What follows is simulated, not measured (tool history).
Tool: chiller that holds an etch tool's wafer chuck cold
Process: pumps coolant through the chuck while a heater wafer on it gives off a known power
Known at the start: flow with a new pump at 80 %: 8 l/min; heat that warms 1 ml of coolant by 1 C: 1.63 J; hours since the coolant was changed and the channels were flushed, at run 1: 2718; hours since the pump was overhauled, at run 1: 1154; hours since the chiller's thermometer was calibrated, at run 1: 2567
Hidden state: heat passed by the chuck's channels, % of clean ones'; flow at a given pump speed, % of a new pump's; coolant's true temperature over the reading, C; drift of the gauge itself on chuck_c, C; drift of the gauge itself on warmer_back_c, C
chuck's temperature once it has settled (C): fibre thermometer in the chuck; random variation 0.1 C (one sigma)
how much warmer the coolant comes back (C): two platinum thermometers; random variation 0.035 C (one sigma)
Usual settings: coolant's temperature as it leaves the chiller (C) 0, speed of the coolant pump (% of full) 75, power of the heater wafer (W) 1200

run   hour  coolant's temperature as it leaves the chiller (C)  speed of the coolant pump (% of full)  power of the heater wafer (W)  hours since the coolant was changed and the channels were flushed  hours since the pump was overhauled  hours since the chiller's thermometer was calibrated  chuck's temperature once it has settled (C)  how much warmer the coolant comes back (C)
  1      0                                                   0                                     75                           1200                                                               2718                                 1154                                                  2567                                         16.9                                        6.02
  2   18.8                                                   0                                     75                           1200                                                               2736                                 1173                                                  2586                                         16.9                                        6.02
  3   34.6                                                   0                                     75                           1200                                                               2752                                 1188                                                  2602                                           17                                        6.03
  4   68.6                                                   0                                     75                           1200                                                               2786                                 1223                                                  2636                                         17.1                                        6.06
  5   85.2                                                   0                                     75                           1200                                                               2803                                 1239                                                  2652                                           17                                        6.04
      87.9  -- chiller's thermometer calibrated
  6  116.4                                                   0                                     75                           1200                                                               2833                                 1269                                                    29                                         17.3                                        6.04
  7  142.1                                                   0                                     75                           1200                                                               2859                                 1295                                                    54                                         17.3                                        6.08
     155.8  -- chiller's thermometer calibrated, once more
  8  168.2                                                   0                                     75                           1200                                                               2884                                 1320                                                    12                                         16.4                                        6.12
  9  201.9                                                   0                                     82                           1200                                                               2917                                 1354                                                    46                                         15.5                                        5.53
 10  228.3                                                   0                                     75                           1200                                                               2944                                 1380                                                    73                                         16.5                                        6.07
 11    253                                                  -3                                     75                           1200                                                               2969                                 1405                                                    97                                         13.7                                        6.06
 12  285.2                                                   0                                     70                           1200                                                               3001                                 1437                                                   129                                         17.3                                        6.53
 13  311.8                                                   0                                     70                            952                                                               3027                                 1464                                                   156                                         13.9                                         5.2
 14  333.5                                                   8                                     72                           1018                                                               3049                                 1485                                                   178                                         22.7                                        5.43
 15  364.5                                                  -2                                     72                           1018                                                               3080                                 1516                                                   209                                         12.6                                        5.33
 16  384.2                                                  -2                                     72                           1018                                                               3100                                 1536                                                   228                                         12.8                                        5.36
 17  412.6                                                  -8                                     75                           1013                                                               3128                                 1564                                                   257                                          6.3                                        5.15

Forecast run 18:
 18  447.7                                                   0                                     63                            769                                                               3163                                 1600                                                   292                                            ?                                           ?

chuck's temperature once it has settled (C): 12.2
how much warmer the coolant comes back (C): 4.76
Without the tool's hidden state the same run would have given chuck's temperature once it has settled (C) 10.6, how much warmer the coolant comes back (C) 4.64.

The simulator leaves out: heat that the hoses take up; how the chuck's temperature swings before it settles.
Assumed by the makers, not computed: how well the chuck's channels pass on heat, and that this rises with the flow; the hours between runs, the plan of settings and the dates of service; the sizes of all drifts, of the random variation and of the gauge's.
